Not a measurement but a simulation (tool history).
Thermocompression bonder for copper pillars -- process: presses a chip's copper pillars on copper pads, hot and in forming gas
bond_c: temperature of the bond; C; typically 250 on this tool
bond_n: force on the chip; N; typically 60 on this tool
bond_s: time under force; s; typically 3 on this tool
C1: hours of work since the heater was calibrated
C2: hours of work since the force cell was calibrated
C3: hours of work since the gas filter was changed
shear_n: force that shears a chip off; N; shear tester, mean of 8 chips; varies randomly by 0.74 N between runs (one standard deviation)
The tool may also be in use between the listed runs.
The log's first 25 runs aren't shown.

run 26 hour=373.1 | bond_c=223 bond_n=59 bond_s=2 | C1=485 C2=540 C3=133 | shear_n=23.5
-- hour=376.5 heater calibrated with a thermocouple chip
run 27 hour=394.7 | bond_c=223 bond_n=64 bond_s=9 | C1=14 C2=556 C3=149 | shear_n=46.6
run 28 hour=412.5 | bond_c=223 bond_n=64 bond_s=9 | C1=28 C2=570 C3=163 | shear_n=46.6
-- hour=416.4 heater calibrated with a thermocouple chip, once more
run 29 hour=429.8 | bond_c=250 bond_n=60 bond_s=8 | C1=10 C2=582 C3=175 | shear_n=75.7
run 30 hour=440.9 | bond_c=232 bond_n=80 bond_s=8 | C1=19 C2=590 C3=183 | shear_n=72.3
run 31 hour=458.4 | bond_c=232 bond_n=80 bond_s=8 | C1=33 C2=604 C3=197 | shear_n=71.9
-- hour=472.4 forming gas filter changed
run 32 hour=472.4 | bond_c=232 bond_n=80 bond_s=8 | C1=43 C2=614 C3=0 | shear_n=73.4
run 33 hour=490.2 | bond_c=260 bond_n=51 bond_s=3 | C1=57 C2=628 C3=14 | shear_n=54.2
run 34 hour=504.6 | bond_c=260 bond_n=51 bond_s=3 | C1=68 C2=640 C3=25 | shear_n=53.8
run 35 hour=520.2 | bond_c=260 bond_n=51 bond_s=3 | C1=81 C2=652 C3=37 | shear_n=54.1
run 36 hour=535.3 | bond_c=250 bond_n=81 bond_s=3 | C1=92 C2=663 C3=49 | shear_n=65.1
run 37 hour=555.7 | bond_c=250 bond_n=57 bond_s=2 | C1=108 C2=679 C3=65 | shear_n=42.6
run 38 hour=573.2 | bond_c=250 bond_n=57 bond_s=2 | C1=122 C2=693 C3=79 | shear_n=42.9
run 39 hour=585.3 | bond_c=250 bond_n=57 bond_s=2 | C1=131 C2=703 C3=88 | shear_n=41.4
run 40 hour=598.1 | bond_c=250 bond_n=50 bond_s=8 | C1=142 C2=713 C3=98 | shear_n=65.6

4 ways to go on from here, each from the tool as it stands after run 40. What would each give?
run A hour=607.4 | bond_c=244 bond_n=39 bond_s=2 | C1=149 C2=720 C3=105 | shear_n=?
run B hour=607.4 | bond_c=251 bond_n=50 bond_s=8 | C1=149 C2=720 C3=105 | shear_n=?
run C hour=607.4 | bond_c=231 bond_n=60 bond_s=8 | C1=149 C2=720 C3=105 | shear_n=?
run D hour=607.4 | bond_c=265 bond_n=73 bond_s=5 | C1=149 C2=720 C3=105 | shear_n=?

run=A shear_n=28.0
run=B shear_n=63.8
run=C shear_n=56.1
run=D shear_n=84.4
Stripped of hidden state, with their random variation kept, the same runs would have yielded:
run=A shear_n=29.9
run=B shear_n=67.4
run=C shear_n=59.6
run=D shear_n=88.4
